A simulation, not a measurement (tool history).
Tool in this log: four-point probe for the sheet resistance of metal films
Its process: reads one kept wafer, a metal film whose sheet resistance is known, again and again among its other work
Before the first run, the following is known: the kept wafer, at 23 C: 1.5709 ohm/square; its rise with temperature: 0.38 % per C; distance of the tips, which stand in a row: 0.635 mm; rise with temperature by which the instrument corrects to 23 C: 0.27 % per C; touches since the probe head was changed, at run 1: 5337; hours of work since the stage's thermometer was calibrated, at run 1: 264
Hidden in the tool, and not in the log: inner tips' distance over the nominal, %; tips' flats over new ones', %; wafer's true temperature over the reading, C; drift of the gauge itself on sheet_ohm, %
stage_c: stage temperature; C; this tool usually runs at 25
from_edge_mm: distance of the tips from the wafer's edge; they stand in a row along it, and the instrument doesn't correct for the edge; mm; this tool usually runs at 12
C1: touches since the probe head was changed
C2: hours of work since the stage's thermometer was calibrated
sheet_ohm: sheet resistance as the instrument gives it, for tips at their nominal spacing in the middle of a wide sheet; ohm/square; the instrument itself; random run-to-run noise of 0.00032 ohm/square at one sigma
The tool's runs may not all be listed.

Run 1, hour 0.0: usual settings; C1 5337; C2 264. Result: sheet_ohm 1.576396 ohm/square.
Run 2, hour 49.3: usual settings; C1 6211; C2 293. Result: sheet_ohm 1.576462 ohm/square.
Run 3, hour 109.4: usual settings; C1 7278; C2 328. Result: sheet_ohm 1.576694 ohm/square.
Run 4, hour 146.4: usual settings; C1 7933; C2 350. Result: sheet_ohm 1.576238 ohm/square.
Run 5, hour 185.3: usual settings; C1 8623; C2 372. Result: sheet_ohm 1.576045 ohm/square.
Run 6, hour 231.6: usual settings; C1 9444; C2 400. Result: sheet_ohm 1.576264 ohm/square.
Run 7, hour 257.7: usual settings; C1 9907; C2 415. Result: sheet_ohm 1.576720 ohm/square.
Run 8, hour 317.1: usual settings but from_edge_mm 8 mm; C1 10961; C2 450. Result: sheet_ohm 1.578980 ohm/square.
Run 9, hour 345.1: usual settings; C1 11458; C2 466. Result: sheet_ohm 1.576223 ohm/square.
Run 10, hour 381.3: usual settings; C1 12100; C2 488. Result: sheet_ohm 1.576669 ohm/square.
Run 11, hour 435.4: usual settings; C1 13059; C2 519. Result: sheet_ohm 1.576530 ohm/square.
At hour 438.9: stage's thermometer calibrated.
Run 12, hour 481.7: usual settings; C1 13871; C2 25. Result: sheet_ohm 1.576760 ohm/square.
Run 13, hour 513.9: usual settings but stage_c 27 C, from_edge_mm 5 mm; C1 14442; C2 44. Result: sheet_ohm 1.591038 ohm/square.
Run 14, hour 572.0: usual settings but stage_c 33 C, from_edge_mm 4 mm; C1 15472; C2 78. Result: sheet_ohm 1.608055 ohm/square.
Run 15, hour 627.7: usual settings but stage_c 20 C, from_edge_mm 9 mm; C1 16460; C2 111. Result: sheet_ohm 1.570647 ohm/square.
Run 16, hour 681.8: usual settings but stage_c 20 C, from_edge_mm 9 mm; C1 17420; C2 143. Result: sheet_ohm 1.570407 ohm/square.
Run 17, hour 709.1: usual settings but stage_c 21 C, from_edge_mm 5 mm; C1 17904; C2 159. Result: sheet_ohm 1.581467 ohm/square.
At hour 732.6: stage's thermometer calibrated, once more.
Run 18, hour 740.3: usual settings but stage_c 21 C, from_edge_mm 5 mm; C1 18448; C2 4. Result: sheet_ohm 1.580002 ohm/square.
Run 19, hour 803.0: usual settings but stage_c 21 C, from_edge_mm 5 mm; C1 19561; C2 41. Result: sheet_ohm 1.580257 ohm/square.
Run 20, hour 863.7: usual settings but stage_c 21 C, from_edge_mm 5 mm; C1 20637; C2 77. Result: sheet_ohm 1.580586 ohm/square.
Run 21, hour 915.6: usual settings but stage_c 21 C, from_edge_mm 5 mm; C1 21557; C2 107. Result: sheet_ohm 1.580797 ohm/square.
Run 22, hour 953.4: usual settings but stage_c 30 C, from_edge_mm 56 mm; C1 22227; C2 130. Result: sheet_ohm 1.581284 ohm/square.

Forecast each of these 5 alternatives for the next run:
Run A, hour 996.5: usual settings but stage_c 30 C, from_edge_mm 41 mm; C1 22993; C2 155. Result: sheet_ohm ?.
Run B, hour 996.5: usual settings but stage_c 26 C, from_edge_mm 56 mm; C1 22993; C2 155. Result: sheet_ohm ?.
Run C, hour 996.5: usual settings but stage_c 30 C, from_edge_mm 6 mm; C1 22993; C2 155. Result: sheet_ohm ?.
Run D, hour 996.5: usual settings but stage_c 29 C; C1 22993; C2 155. Result: sheet_ohm ?.
Run E, hour 996.5: usual settings but stage_c 29 C, from_edge_mm 11 mm; C1 22993; C2 155. Result: sheet_ohm ?.

run  sheet_ohm
  A   1.581695
  B   1.574690
  C   1.590197
  D   1.582017
  E   1.582228
Take away the tool's hidden state, keep each run's random variation, and the runs would have read:
run  sheet_ohm
  A   1.582692
  B   1.575682
  C   1.591200
  D   1.583014
  E   1.583226

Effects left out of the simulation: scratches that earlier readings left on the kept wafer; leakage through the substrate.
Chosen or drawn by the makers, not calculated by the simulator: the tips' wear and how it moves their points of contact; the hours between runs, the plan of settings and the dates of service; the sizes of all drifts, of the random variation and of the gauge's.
